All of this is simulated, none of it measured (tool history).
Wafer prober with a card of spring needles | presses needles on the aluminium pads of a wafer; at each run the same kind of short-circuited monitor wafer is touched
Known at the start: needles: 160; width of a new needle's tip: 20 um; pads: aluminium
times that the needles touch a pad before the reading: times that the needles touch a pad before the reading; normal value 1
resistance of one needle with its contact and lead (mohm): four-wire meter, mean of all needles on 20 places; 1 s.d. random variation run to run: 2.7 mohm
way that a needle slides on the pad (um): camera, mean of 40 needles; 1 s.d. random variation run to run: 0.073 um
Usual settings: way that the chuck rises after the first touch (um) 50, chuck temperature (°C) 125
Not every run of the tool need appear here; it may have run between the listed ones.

| run | day | way that the chuck rises after the first touch (um) | chuck temperature (°C) | times that the needles touch a pad before the reading | resistance of one needle with its contact and lead (mohm) | way that a needle slides on the pad (um) |
|---|---|---|---|---|---|---|
| 1 | 0 | 50 | 125 | 1 | 326 | 11.35 |
| 2 | 0.446 | 50 | 125 | 1 | 640 | 11.48 |
| 3 | 0.646 | 50 | 125 | 1 | 661 | 11.45 |
|  | 0.7 | tips cleaned on abrasive film |
| 4 | 0.904 | 50 | 125 | 1 | 561 | 11.35 |
| 5 | 1.25 | 50 | 125 | 1 | 660 | 11.34 |
|  | 1.392 | tips cleaned on abrasive film |
| 6 | 1.462 | 50 | 125 | 1 | 454 | 11.31 |
| 7 | 1.738 | 50 | 125 | 1 | 639 | 11.24 |
|  | 2.104 | tips cleaned on abrasive film |
| 8 | 2.146 | 50 | 125 | 1 | 409 | 11.14 |
| 9 | 2.562 | 50 | 125 | 1 | 652 | 11.25 |
|  | 2.817 | tips cleaned on abrasive film |
| 10 | 2.925 | 50 | 125 | 1 | 516 | 11.13 |
| 11 | 3.158 | 50 | 45 | 2 | 507 | 11.28 |
|  | 3.525 | tips cleaned on abrasive film |
| 12 | 3.575 | 63 | 57 | 2 | 333 | 14.25 |
| 13 | 3.896 | 63 | 57 | 2 | 426 | 14.23 |
|  | 4.217 | tips cleaned on abrasive film |
| 14 | 4.304 | 51 | 94 | 2 | 389 | 11.4 |
| 15 | 4.758 | 51 | 94 | 2 | 508 | 11.52 |
|  | 4.921 | tips cleaned on abrasive film |
| 16 | 5.188 | 51 | 94 | 1 | 613 | 11.31 |
| 17 | 5.579 | 49 | 29 | 2 | 550 | 11.02 |
|  | 5.617 | tips cleaned on abrasive film |
| 18 | 5.912 | 42 | 125 | 1 | 773 | 9.27 |
| 19 | 6.233 | 50 | 125 | 2 | 519 | 11.12 |
|  | 6.333 | tips cleaned on abrasive film |
| 20 | 6.667 | 50 | 125 | 2 | 504 | 11.29 |

Each row is a separate what-if for the run after 20, all from the same tool condition, not one after another. Results?
| A | 6.879 | 50 | 96 | 2 | ? | ? |
| B | 6.879 | 50 | 125 | 2 | ? | ? |
| C | 6.879 | 50 | 125 | 1 | ? | ? |
| D | 6.879 | 64 | 43 | 2 | ? | ? |
| E | 6.879 | 56 | 47 | 2 | ? | ? |

| run | resistance of one needle with its contact and lead (mohm) | way that a needle slides on the pad (um) |
|---|---|---|
| A | 535 | 10.98 |
| B | 527 | 11.12 |
| C | 668 | 11.14 |
| D | 432 | 14.4 |
| E | 484 | 12.6 |
With the hidden condition removed and each run's random variation left untouched, the same runs would have given:
| run | resistance of one needle with its contact and lead (mohm) | way that a needle slides on the pad (um) |
|---|---|---|
| A | 303 | 11.18 |
| B | 308 | 11.33 |
| C | 306 | 11.35 |
| D | 276 | 14.61 |
| E | 283 | 12.81 |
